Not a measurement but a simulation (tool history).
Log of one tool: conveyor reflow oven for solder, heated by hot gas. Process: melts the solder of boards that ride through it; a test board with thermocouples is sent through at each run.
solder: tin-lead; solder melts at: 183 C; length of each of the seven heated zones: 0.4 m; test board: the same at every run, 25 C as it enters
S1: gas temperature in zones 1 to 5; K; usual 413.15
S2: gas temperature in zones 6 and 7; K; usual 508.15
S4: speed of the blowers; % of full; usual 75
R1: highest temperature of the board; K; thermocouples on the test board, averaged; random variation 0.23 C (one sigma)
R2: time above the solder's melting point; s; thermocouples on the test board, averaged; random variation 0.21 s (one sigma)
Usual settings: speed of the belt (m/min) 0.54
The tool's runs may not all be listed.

{"run": 1, "hour": 0.0, "S1": 413.15, "S2": 508.15, "speed of the belt (m/min)": 0.54, "S4": 75, "R1": 492.25, "R2": 69.9}
{"run": 2, "hour": 29.7, "S1": 413.15, "S2": 508.15, "speed of the belt (m/min)": 0.54, "S4": 75, "R1": 492.25, "R2": 69.5}
{"run": 3, "hour": 64.6, "S1": 413.15, "S2": 508.15, "speed of the belt (m/min)": 0.54, "S4": 75, "R1": 491.55, "R2": 68.9}
{"run": 4, "hour": 86.1, "S1": 413.15, "S2": 508.15, "speed of the belt (m/min)": 0.54, "S4": 65, "R1": 489.25, "R2": 66.4}
{"run": 5, "hour": 113.8, "S1": 421.15, "S2": 508.15, "speed of the belt (m/min)": 0.54, "S4": 65, "R1": 490.55, "R2": 71}
{"run": 6, "hour": 138.5, "S1": 421.15, "S2": 508.15, "speed of the belt (m/min)": 0.54, "S4": 65, "R1": 490.55, "R2": 71}
{"run": 7, "hour": 163.6, "S1": 413.15, "S2": 508.15, "speed of the belt (m/min)": 0.562, "S4": 75, "R1": 489.85, "R2": 64.5}
{"run": 8, "hour": 192.4, "S1": 413.15, "S2": 508.15, "speed of the belt (m/min)": 0.562, "S4": 75, "R1": 489.65, "R2": 64.2}

Forecast run 9:
{"run": 9, "hour": 216.7, "S1": 413.15, "S2": 508.15, "speed of the belt (m/min)": 0.562, "S4": 75, "R1": "?", "R2": "?"}

Run 9 gave R1 489.15 K, R2 64.3 s.
Without the tool's hidden state the same run would have given R1 492.65 K, R2 67.2 s.
